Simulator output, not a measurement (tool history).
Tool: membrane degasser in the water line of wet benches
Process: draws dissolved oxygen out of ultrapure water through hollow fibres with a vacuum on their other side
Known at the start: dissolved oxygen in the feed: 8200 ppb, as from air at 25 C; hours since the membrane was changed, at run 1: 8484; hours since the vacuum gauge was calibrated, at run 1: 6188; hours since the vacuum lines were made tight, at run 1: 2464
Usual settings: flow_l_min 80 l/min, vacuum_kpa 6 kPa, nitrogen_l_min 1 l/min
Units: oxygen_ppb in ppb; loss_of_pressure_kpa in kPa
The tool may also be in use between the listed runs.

run	hour	flow_l_min	vacuum_kpa	nitrogen_l_min	hours since the membrane was changed	hours since the vacuum gauge was calibrated	hours since the vacuum lines were made tight	oxygen_ppb	loss_of_pressure_kpa
1	0	80	6	1	8484	6188	2464	403	59.88
2	127.6	113	6	1	8612	6315	2592	523.1	84.21
3	311.3	80	8.54	1	8795	6499	2776	710.6	59.77
4	424.6	80	6	1	8909	6612	2889	406.9	59.75
5	559.6	80	6	1	9044	6747	3024	405.8	60.09
6	645.1	80	6	1	9129	6833	3109	409.6	59.42
7	827.6	80	6	1.69	9312	7015	3292	289.7	59.68
8	1026.6	80	6	1.69	9511	7214	3491	285.8	59.85
9	1206.5	80	6	1.67	9690	7394	3671	289.1	60.35
10	1325.7	100	6	1.67	9810	7513	3790	347.1	74.82
11	1442.3	80	6	1.06	9926	7630	3907	399	60.25
12	1555.5	80	6	1	10039	7743	4020	412.6	60.16
13	1730.7	80	6	1	10215	7918	4195	413.7	59.88
14	1939.3	53	6	1	10423	8127	4404	302.8	39.86
15	2084.2	80	6	1	10568	8272	4548	416.9	60.37
16	2216.2	80	6	1	10700	8404	4680	417.1	60.55
17	2333.6	80	6	1	10818	8521	4798	414.7	60.02
18	2475.4	80	6	1	10959	8663	4940	412.2	60.09
# hour 2568.8: vacuum gauge calibrated
19	2623.9	81	11.69	1	11107	55	5088	1111.7	60.8
20	2779.8	80	8.93	1.18	11263	211	5244	716.3	60.54
21	2881.4	49	6.48	0.96	11365	313	5345	358.6	36.91
22	2979.7	114	10.33	0.97	11463	411	5443	1233.7	86.5
23	3145.6	114	10.33	0.91	11629	577	5609	1242.7	86.04
24	3287.1	114	10.33	0.91	11771	718	5751	1260.6	86.15
25	3403.1	75	5.82	0.7	11887	834	5867	505.7	56.82
26	3506.2	84	9.67	0.7	11990	937	5970	1117	63.19
27	3680.7	84	9.67	0.7	12164	1112	6144	1108	63.53
# hour 3739.5: vacuum gauge calibrated, once more
28	3798.6	80	5.48	1.47	12282	59	6262	244.3	60.56
29	3981.5	51	12.14	1.3	12464	242	6445	669.9	38.92
30	4138.1	51	12.14	1.3	12621	399	6601	666.9	38.65
31	4289.9	89	8.32	1.06	12773	550	6753	685	67.57
# hour 4493.3: seals of the vacuum lines changed
32	4503.6	89	8.32	1.06	12985	762	10	696.2	67.74

Forecast each of these 3 alternatives for the next run:
A	4688.9	89	10.58	0.53	13170	947	196	?	?
B	4688.9	80	9.04	1	13170	947	196	?	?
C	4688.9	69	8.32	1.06	13170	947	196	?	?

run	oxygen_ppb	loss_of_pressure_kpa
A	1417.1	67.29
B	752.3	60.56
C	586.5	52.48
Without the tool's hidden state the same runs would have given:
run	oxygen_ppb	loss_of_pressure_kpa
A	1404.2	64.39
B	742.2	57.96
C	577.8	50.22
